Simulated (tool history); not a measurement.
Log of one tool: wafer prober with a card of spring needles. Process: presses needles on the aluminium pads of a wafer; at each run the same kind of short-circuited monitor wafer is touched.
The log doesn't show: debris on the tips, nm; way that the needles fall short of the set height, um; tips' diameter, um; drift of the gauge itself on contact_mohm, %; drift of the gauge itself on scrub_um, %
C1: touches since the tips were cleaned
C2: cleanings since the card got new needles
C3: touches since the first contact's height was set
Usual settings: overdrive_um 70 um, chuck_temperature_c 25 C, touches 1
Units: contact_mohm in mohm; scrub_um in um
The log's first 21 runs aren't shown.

{"day": 21.4, "done": "tips cleaned on abrasive film"}
{"run": 22, "day": 21.992, "overdrive_um": 64, "chuck_temperature_c": 25, "touches": 1, "C1": 2530, "C2": 62, "C3": 45108, "contact_mohm": 242, "scrub_um": 16.67}
{"day": 22.096, "done": "tips cleaned on abrasive film"}
{"day": 22.767, "done": "tips cleaned on abrasive film"}
{"run": 23, "day": 23.029, "overdrive_um": 64, "chuck_temperature_c": 83, "touches": 1, "C1": 1125, "C2": 64, "C3": 49527, "contact_mohm": 249, "scrub_um": 16.57}
{"day": 23.429, "done": "tips cleaned on abrasive film"}
{"day": 24.112, "done": "tips cleaned on abrasive film"}
{"run": 24, "day": 24.417, "overdrive_um": 63, "chuck_temperature_c": 25, "touches": 3, "C1": 1297, "C2": 66, "C3": 55431, "contact_mohm": 231, "scrub_um": 16.2}
{"day": 24.842, "done": "tips cleaned on abrasive film"}
{"day": 25.575, "done": "tips cleaned on abrasive film"}
{"run": 25, "day": 25.867, "overdrive_um": 82, "chuck_temperature_c": 124, "touches": 2, "C1": 1265, "C2": 68, "C3": 61619, "contact_mohm": 250, "scrub_um": 21.34}
{"day": 26.25, "done": "tips cleaned on abrasive film"}
{"day": 27.0, "done": "tips cleaned on abrasive film"}
{"run": 26, "day": 27.229, "overdrive_um": 83, "chuck_temperature_c": 84, "touches": 1, "C1": 975, "C2": 70, "C3": 67413, "contact_mohm": 238, "scrub_um": 21.41}
{"day": 27.646, "done": "tips cleaned on abrasive film"}
{"day": 28.383, "done": "tips cleaned on abrasive film"}
{"run": 27, "day": 28.679, "overdrive_um": 73, "chuck_temperature_c": 25, "touches": 1, "C1": 1269, "C2": 72, "C3": 73595, "contact_mohm": 230, "scrub_um": 18.85}
{"day": 29.042, "done": "tips cleaned on abrasive film"}
{"day": 29.8, "done": "tips cleaned on abrasive film"}
{"run": 28, "day": 29.992, "overdrive_um": 59, "chuck_temperature_c": 25, "touches": 1, "C1": 814, "C2": 74, "C3": 79172, "contact_mohm": 237, "scrub_um": 14.92}
{"day": 30.558, "done": "tips cleaned on abrasive film"}
{"run": 29, "day": 30.633, "overdrive_um": 70, "chuck_temperature_c": 40, "touches": 2, "C1": 323, "C2": 75, "C3": 81906, "contact_mohm": 234, "scrub_um": 17.92}
{"day": 31.246, "done": "tips cleaned on abrasive film"}
{"run": 30, "day": 31.517, "overdrive_um": 70, "chuck_temperature_c": 40, "touches": 2, "C1": 1157, "C2": 76, "C3": 85670, "contact_mohm": 232, "scrub_um": 17.77}
{"day": 31.975, "done": "tips cleaned on abrasive film"}
{"run": 31, "day": 32.575, "overdrive_um": 70, "chuck_temperature_c": 30, "touches": 2, "C1": 2569, "C2": 77, "C3": 90195, "contact_mohm": 236, "scrub_um": 17.83}

Forecast each of these 4 alternatives for the next run:
{"day": 32.696, "done": "tips cleaned on abrasive film"}
{"day": 33.371, "done": "tips cleaned on abrasive film"}
{"run": "A", "day": 33.879, "overdrive_um": 68, "chuck_temperature_c": 31, "touches": 2, "C1": 2192, "C2": 79, "C3": 95753, "contact_mohm": "?", "scrub_um": "?"}
{"day": 32.696, "done": "tips cleaned on abrasive film"}
{"day": 33.371, "done": "tips cleaned on abrasive film"}
{"run": "B", "day": 33.879, "overdrive_um": 50, "chuck_temperature_c": 51, "touches": 2, "C1": 2192, "C2": 79, "C3": 95753, "contact_mohm": "?", "scrub_um": "?"}
{"day": 32.696, "done": "tips cleaned on abrasive film"}
{"day": 33.371, "done": "tips cleaned on abrasive film"}
{"run": "C", "day": 33.879, "overdrive_um": 70, "chuck_temperature_c": 36, "touches": 1, "C1": 2192, "C2": 79, "C3": 95753, "contact_mohm": "?", "scrub_um": "?"}
{"day": 32.696, "done": "tips cleaned on abrasive film"}
{"day": 33.371, "done": "tips cleaned on abrasive film"}
{"run": "D", "day": 33.879, "overdrive_um": 70, "chuck_temperature_c": 30, "touches": 1, "C1": 2192, "C2": 79, "C3": 95753, "contact_mohm": "?", "scrub_um": "?"}

run=A contact_mohm=236 scrub_um=17.26
run=B contact_mohm=246 scrub_um=12.36
run=C contact_mohm=244 scrub_um=17.7
run=D contact_mohm=239 scrub_um=17.69
Without the tool's hidden state the same runs would have given:
run=A contact_mohm=226 scrub_um=18.22
run=B contact_mohm=229 scrub_um=13.32
run=C contact_mohm=230 scrub_um=18.67
run=D contact_mohm=225 scrub_um=18.65

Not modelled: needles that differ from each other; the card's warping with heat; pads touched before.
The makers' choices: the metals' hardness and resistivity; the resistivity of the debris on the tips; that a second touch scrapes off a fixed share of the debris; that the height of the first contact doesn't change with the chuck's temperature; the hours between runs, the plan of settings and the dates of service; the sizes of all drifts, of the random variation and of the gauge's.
